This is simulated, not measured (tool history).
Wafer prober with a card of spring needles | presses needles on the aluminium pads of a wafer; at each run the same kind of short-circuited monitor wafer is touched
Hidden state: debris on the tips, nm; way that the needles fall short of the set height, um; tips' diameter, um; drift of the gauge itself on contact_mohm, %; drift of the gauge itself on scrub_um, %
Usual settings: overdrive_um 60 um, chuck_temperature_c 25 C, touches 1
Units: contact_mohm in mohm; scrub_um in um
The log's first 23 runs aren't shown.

| run | hour | overdrive_um | chuck_temperature_c | touches | touches since the tips were cleaned | cleanings since the card got new needles | touches since the first contact's height was set | contact_mohm | scrub_um |
|---|---|---|---|---|---|---|---|---|---|
|  | 1456.8 | tips cleaned on abrasive film |
|  | 1501.7 | tips cleaned on abrasive film |
| 24 | 1520.6 | 67 | 67 | 1 | 4513 | 67 | 50455 | 476 | 17.74 |
|  | 1540.6 | tips cleaned on abrasive film |
|  | 1579.5 | tips cleaned on abrasive film |
| 25 | 1607.7 | 42 | 80 | 1 | 6709 | 69 | 71159 | 874 | 11.14 |
|  | 1619.8 | tips cleaned on abrasive film |
|  | 1661.4 | tips cleaned on abrasive film |
| 26 | 1698.7 | 65 | 80 | 2 | 8897 | 71 | 92799 | 465 | 17.19 |
|  | 1703.2 | tips cleaned on abrasive film |
|  | 1742.3 | tips cleaned on abrasive film |
| 27 | 1742.3 | 43 | 31 | 1 | 0 | 73 | 103129 | 341 | 11.26 |
|  | 1786.6 | tips cleaned on abrasive film |
|  | 1824.5 | tips cleaned on abrasive film |
| 28 | 1825.3 | 43 | 31 | 1 | 180 | 75 | 122860 | 385 | 11.24 |
|  | 1862.3 | tips cleaned on abrasive film |
|  | 1907.2 | tips cleaned on abrasive film |
| 29 | 1917.3 | 76 | 45 | 1 | 2421 | 77 | 144753 | 400 | 20.00 |
|  | 1947.9 | tips cleaned on abrasive film |
|  | 1992.3 | tips cleaned on abrasive film |
| 30 | 1993.0 | 76 | 45 | 1 | 177 | 79 | 162736 | 298 | 19.98 |
|  | 2031.8 | tips cleaned on abrasive film |
| 31 | 2068.7 | 60 | 46 | 2 | 8790 | 80 | 180747 | 509 | 15.74 |

Forecast each of these 3 alternatives for the next run:
|  | 2074.8 | tips cleaned on abrasive film |
|  | 2114.9 | tips cleaned on abrasive film |
|  | 2143.0 | height of the first contact set anew |
| A | 2143.1 | 48 | 42 | 1 | 6634 | 82 | 15 | ? | ? |
|  | 2074.8 | tips cleaned on abrasive film |
|  | 2114.9 | tips cleaned on abrasive film |
|  | 2143.0 | height of the first contact set anew |
| B | 2143.1 | 51 | 39 | 2 | 6634 | 82 | 15 | ? | ? |
|  | 2074.8 | tips cleaned on abrasive film |
|  | 2114.9 | tips cleaned on abrasive film |
|  | 2143.0 | height of the first contact set anew |
| C | 2143.1 | 57 | 34 | 1 | 6634 | 82 | 15 | ? | ? |

| run | contact_mohm | scrub_um |
|---|---|---|
| A | 763 | 12.76 |
| B | 542 | 13.54 |
| C | 626 | 15.08 |
Without the tool's hidden state the same runs would have given:
| run | contact_mohm | scrub_um |
|---|---|---|
| A | 284 | 12.76 |
| B | 281 | 13.54 |
| C | 276 | 15.08 |

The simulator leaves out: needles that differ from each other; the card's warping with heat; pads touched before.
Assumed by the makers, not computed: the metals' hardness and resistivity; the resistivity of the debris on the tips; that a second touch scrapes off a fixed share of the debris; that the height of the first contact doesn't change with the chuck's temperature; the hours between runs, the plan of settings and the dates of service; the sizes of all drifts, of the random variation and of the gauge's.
